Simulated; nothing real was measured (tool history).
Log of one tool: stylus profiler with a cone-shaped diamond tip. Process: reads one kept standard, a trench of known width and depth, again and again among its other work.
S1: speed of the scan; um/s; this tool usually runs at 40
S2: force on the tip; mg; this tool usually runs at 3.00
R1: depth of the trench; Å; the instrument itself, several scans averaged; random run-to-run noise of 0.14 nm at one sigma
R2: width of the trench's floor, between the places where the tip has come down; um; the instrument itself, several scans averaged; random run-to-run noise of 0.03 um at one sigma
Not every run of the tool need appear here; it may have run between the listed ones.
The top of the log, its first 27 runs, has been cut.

run,hour,S1,S2,R1,R2
28,1174.9,47,4.00,5102.1,44.24
29,1202.9,32,1.73,5054.9,44.16
30,1232.8,126,3.80,5099.4,43.71
31,1280.5,126,3.80,5096.4,43.73
32,1321.1,126,3.80,5096.9,43.70
33,1375.7,21,3.06,5085.2,44.14
34,1427.2,10,6.64,5145.8,44.18
35,1473.9,10,6.64,5144.7,44.16
36,1520.1,16,2.88,5077.9,44.09
37,1580.5,16,2.88,5077.9,44.02
38,1605.7,141,1.37,5042.6,42.95
39,1659.6,141,1.37,5044.5,42.92
40,1713.0,160,2.90,5077.1,43.08
41,1751.1,95,8.48,5167.6,43.72
42,1807.0,95,8.48,5167.3,43.65
43,1835.6,41,4.95,5112.7,43.81

Alternative continuations, all from the tool just after run 43; predict every row:
A,1880.8,41,7.60,?,?
B,1880.8,14,3.35,?,?
C,1880.8,121,1.13,?,?
D,1880.8,41,1.29,?,?
E,1880.8,15,3.98,?,?

run,R1,R2
A,5152.5,43.83
B,5082.0,43.89
C,5036.1,42.85
D,5040.3,43.63
E,5094.9,43.82
Take away the tool's hidden state, keep each run's random variation, and the runs would have read:
run,R1,R2
A,5163.4,45.54
B,5092.8,45.60
C,5046.7,44.55
D,5051.0,45.34
E,5105.7,45.53
